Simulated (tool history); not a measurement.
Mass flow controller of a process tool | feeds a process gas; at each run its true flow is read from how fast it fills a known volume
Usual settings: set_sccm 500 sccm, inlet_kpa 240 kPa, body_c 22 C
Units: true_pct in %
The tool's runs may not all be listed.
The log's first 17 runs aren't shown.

run 18 hour=998.8 | set_sccm=500 inlet_kpa=240 body_c=21 | true_pct=97.60
run 19 hour=1038.4 | set_sccm=500 inlet_kpa=240 body_c=21 | true_pct=97.57
run 20 hour=1090.6 | set_sccm=500 inlet_kpa=240 body_c=21 | true_pct=97.63
run 21 hour=1142.0 | set_sccm=500 inlet_kpa=240 body_c=21 | true_pct=97.43
run 22 hour=1213.6 | set_sccm=985 inlet_kpa=240 body_c=22 | true_pct=99.07
run 23 hour=1263.9 | set_sccm=985 inlet_kpa=240 body_c=30 | true_pct=98.35
run 24 hour=1323.2 | set_sccm=985 inlet_kpa=240 body_c=30 | true_pct=98.32
run 25 hour=1404.1 | set_sccm=728 inlet_kpa=194 body_c=30 | true_pct=97.56
run 26 hour=1460.3 | set_sccm=983 inlet_kpa=194 body_c=33 | true_pct=98.07
run 27 hour=1501.0 | set_sccm=500 inlet_kpa=270 body_c=28 | true_pct=96.65
run 28 hour=1574.9 | set_sccm=500 inlet_kpa=270 body_c=28 | true_pct=96.59
run 29 hour=1630.0 | set_sccm=554 inlet_kpa=240 body_c=22 | true_pct=97.40
run 30 hour=1664.5 | set_sccm=554 inlet_kpa=240 body_c=22 | true_pct=97.29
run 31 hour=1715.7 | set_sccm=138 inlet_kpa=240 body_c=29 | true_pct=94.83
run 32 hour=1763.2 | set_sccm=138 inlet_kpa=240 body_c=29 | true_pct=94.99
run 33 hour=1797.2 | set_sccm=500 inlet_kpa=252 body_c=24 | true_pct=96.96
run 34 hour=1869.6 | set_sccm=196 inlet_kpa=244 body_c=26 | true_pct=95.46
run 35 hour=1914.1 | set_sccm=500 inlet_kpa=240 body_c=31 | true_pct=96.32
run 36 hour=1984.1 | set_sccm=500 inlet_kpa=240 body_c=31 | true_pct=96.25
run 37 hour=2047.7 | set_sccm=324 inlet_kpa=240 body_c=37 | true_pct=95.01
run 38 hour=2113.4 | set_sccm=324 inlet_kpa=240 body_c=37 | true_pct=94.82
run 39 hour=2155.7 | set_sccm=324 inlet_kpa=240 body_c=37 | true_pct=94.90

Forecast each of these 4 alternatives for the next run:
run A hour=2216.7 | set_sccm=227 inlet_kpa=215 body_c=23 | true_pct=?
run B hour=2216.7 | set_sccm=105 inlet_kpa=240 body_c=21 | true_pct=?
run C hour=2216.7 | set_sccm=500 inlet_kpa=206 body_c=29 | true_pct=?
run D hour=2216.7 | set_sccm=619 inlet_kpa=152 body_c=31 | true_pct=?

run=A true_pct=95.86
run=B true_pct=94.89
run=C true_pct=96.56
run=D true_pct=96.90
Without the tool's hidden state the same runs would have given:
run=A true_pct=97.55
run=B true_pct=97.13
run=C true_pct=97.99
run=D true_pct=98.30
